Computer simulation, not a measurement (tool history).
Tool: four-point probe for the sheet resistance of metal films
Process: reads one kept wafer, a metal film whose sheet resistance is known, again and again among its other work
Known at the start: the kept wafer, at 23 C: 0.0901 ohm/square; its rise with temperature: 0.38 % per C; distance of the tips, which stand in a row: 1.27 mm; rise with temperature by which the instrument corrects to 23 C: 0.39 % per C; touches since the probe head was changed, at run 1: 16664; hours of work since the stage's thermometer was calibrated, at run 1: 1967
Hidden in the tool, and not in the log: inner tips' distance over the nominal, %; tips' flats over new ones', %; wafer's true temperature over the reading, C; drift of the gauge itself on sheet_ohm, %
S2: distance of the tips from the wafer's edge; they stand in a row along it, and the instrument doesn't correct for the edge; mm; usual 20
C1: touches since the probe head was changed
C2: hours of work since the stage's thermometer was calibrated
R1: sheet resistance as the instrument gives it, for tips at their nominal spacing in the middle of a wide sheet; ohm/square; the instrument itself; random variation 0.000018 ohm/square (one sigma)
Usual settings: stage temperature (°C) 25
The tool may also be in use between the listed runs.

{"run": 1, "day": 0.0, "stage temperature (°C)": 25, "S2": 20, "C1": 16664, "C2": 1967, "R1": 0.09098}
{"run": 2, "day": 2.583, "stage temperature (°C)": 25, "S2": 20, "C1": 17330, "C2": 1994, "R1": 0.091046}
{"run": 3, "day": 5.612, "stage temperature (°C)": 25, "S2": 20, "C1": 18110, "C2": 2027, "R1": 0.091005}
{"run": 4, "day": 7.862, "stage temperature (°C)": 25, "S2": 20, "C1": 18690, "C2": 2051, "R1": 0.091004}
{"day": 8.158, "done": "stage's thermometer calibrated"}
{"run": 5, "day": 9.588, "stage temperature (°C)": 25, "S2": 20, "C1": 19129, "C2": 15, "R1": 0.090814}
{"run": 6, "day": 11.738, "stage temperature (°C)": 20, "S2": 20, "C1": 19683, "C2": 38, "R1": 0.090825}
{"run": 7, "day": 13.621, "stage temperature (°C)": 20, "S2": 20, "C1": 20168, "C2": 59, "R1": 0.090822}
{"run": 8, "day": 15.504, "stage temperature (°C)": 25, "S2": 62, "C1": 20654, "C2": 79, "R1": 0.09066}
{"run": 9, "day": 17.5, "stage temperature (°C)": 25, "S2": 62, "C1": 21167, "C2": 100, "R1": 0.090628}
{"run": 10, "day": 19.746, "stage temperature (°C)": 25, "S2": 62, "C1": 21746, "C2": 124, "R1": 0.090663}
{"run": 11, "day": 21.833, "stage temperature (°C)": 25, "S2": 62, "C1": 22284, "C2": 147, "R1": 0.09067}
{"run": 12, "day": 23.862, "stage temperature (°C)": 26, "S2": 20, "C1": 22806, "C2": 169, "R1": 0.090827}
{"run": 13, "day": 26.329, "stage temperature (°C)": 25, "S2": 52, "C1": 23442, "C2": 195, "R1": 0.090694}
{"run": 14, "day": 29.742, "stage temperature (°C)": 20, "S2": 20, "C1": 24321, "C2": 232, "R1": 0.090862}
{"run": 15, "day": 32.708, "stage temperature (°C)": 20, "S2": 20, "C1": 25085, "C2": 264, "R1": 0.090897}
{"run": 16, "day": 35.446, "stage temperature (°C)": 20, "S2": 20, "C1": 25790, "C2": 293, "R1": 0.090886}
{"run": 17, "day": 37.621, "stage temperature (°C)": 20, "S2": 20, "C1": 26351, "C2": 316, "R1": 0.09091}
{"run": 18, "day": 40.592, "stage temperature (°C)": 25, "S2": 65, "C1": 27116, "C2": 348, "R1": 0.090736}
{"run": 19, "day": 42.383, "stage temperature (°C)": 25, "S2": 14, "C1": 27578, "C2": 367, "R1": 0.091099}
{"run": 20, "day": 43.942, "stage temperature (°C)": 25, "S2": 14, "C1": 27979, "C2": 384, "R1": 0.091104}
{"run": 21, "day": 45.321, "stage temperature (°C)": 25, "S2": 14, "C1": 28334, "C2": 399, "R1": 0.091115}
{"run": 22, "day": 47.125, "stage temperature (°C)": 33, "S2": 20, "C1": 28800, "C2": 418, "R1": 0.09091}
{"run": 23, "day": 50.462, "stage temperature (°C)": 25, "S2": 33, "C1": 29659, "C2": 454, "R1": 0.090803}
{"run": 24, "day": 52.558, "stage temperature (°C)": 27, "S2": 13, "C1": 30199, "C2": 477, "R1": 0.091216}
{"run": 25, "day": 54.183, "stage temperature (°C)": 21, "S2": 10, "C1": 30618, "C2": 494, "R1": 0.091495}
{"run": 26, "day": 56.65, "stage temperature (°C)": 21, "S2": 10, "C1": 31254, "C2": 521, "R1": 0.09154}
{"run": 27, "day": 59.271, "stage temperature (°C)": 19, "S2": 5, "C1": 31929, "C2": 549, "R1": 0.093791}
{"run": 28, "day": 61.546, "stage temperature (°C)": 19, "S2": 5, "C1": 32514, "C2": 573, "R1": 0.09379}
{"run": 29, "day": 63.958, "stage temperature (°C)": 19, "S2": 11, "C1": 33136, "C2": 599, "R1": 0.091427}
{"run": 30, "day": 66.779, "stage temperature (°C)": 21, "S2": 4, "C1": 33863, "C2": 629, "R1": 0.095436}
{"run": 31, "day": 68.9, "stage temperature (°C)": 21, "S2": 4, "C1": 34410, "C2": 652, "R1": 0.095444}
{"run": 32, "day": 72.308, "stage temperature (°C)": 31, "S2": 17, "C1": 35287, "C2": 689, "R1": 0.09105}
{"run": 33, "day": 75.05, "stage temperature (°C)": 29, "S2": 50, "C1": 35994, "C2": 718, "R1": 0.090787}
{"run": 34, "day": 78.362, "stage temperature (°C)": 22, "S2": 62, "C1": 36848, "C2": 754, "R1": 0.090848}
{"run": 35, "day": 81.154, "stage temperature (°C)": 22, "S2": 62, "C1": 37567, "C2": 784, "R1": 0.090824}
{"run": 36, "day": 83.417, "stage temperature (°C)": 28, "S2": 28, "C1": 38149, "C2": 808, "R1": 0.090908}
{"run": 37, "day": 84.958, "stage temperature (°C)": 28, "S2": 28, "C1": 38546, "C2": 824, "R1": 0.090917}
{"run": 38, "day": 87.879, "stage temperature (°C)": 28, "S2": 28, "C1": 39299, "C2": 856, "R1": 0.090942}
{"run": 39, "day": 89.633, "stage temperature (°C)": 28, "S2": 28, "C1": 39751, "C2": 875, "R1": 0.09093}
{"run": 40, "day": 92.254, "stage temperature (°C)": 28, "S2": 28, "C1": 40426, "C2": 903, "R1": 0.090956}
{"run": 41, "day": 94.917, "stage temperature (°C)": 28, "S2": 28, "C1": 41113, "C2": 931, "R1": 0.090926}
{"run": 42, "day": 97.788, "stage temperature (°C)": 31, "S2": 20, "C1": 41851, "C2": 962, "R1": 0.091041}
{"run": 43, "day": 100.954, "stage temperature (°C)": 22, "S2": 8, "C1": 42668, "C2": 996, "R1": 0.092085}
{"run": 44, "day": 103.029, "stage temperature (°C)": 28, "S2": 13, "C1": 43202, "C2": 1018, "R1": 0.091317}

Hidden state at the last listed run before each entry between runs and at the first one after, where it differs:
Between runs 4 and 5: stage's thermometer calibrated (day 8.158)
  inner tips' distance over the nominal, %: 0.511 -> 0.514; wafer's true temperature over the reading, C: 0.7 -> 0.04
  measured less the result without the state, R1: +0.000741 -> +0.000517 ohm/square

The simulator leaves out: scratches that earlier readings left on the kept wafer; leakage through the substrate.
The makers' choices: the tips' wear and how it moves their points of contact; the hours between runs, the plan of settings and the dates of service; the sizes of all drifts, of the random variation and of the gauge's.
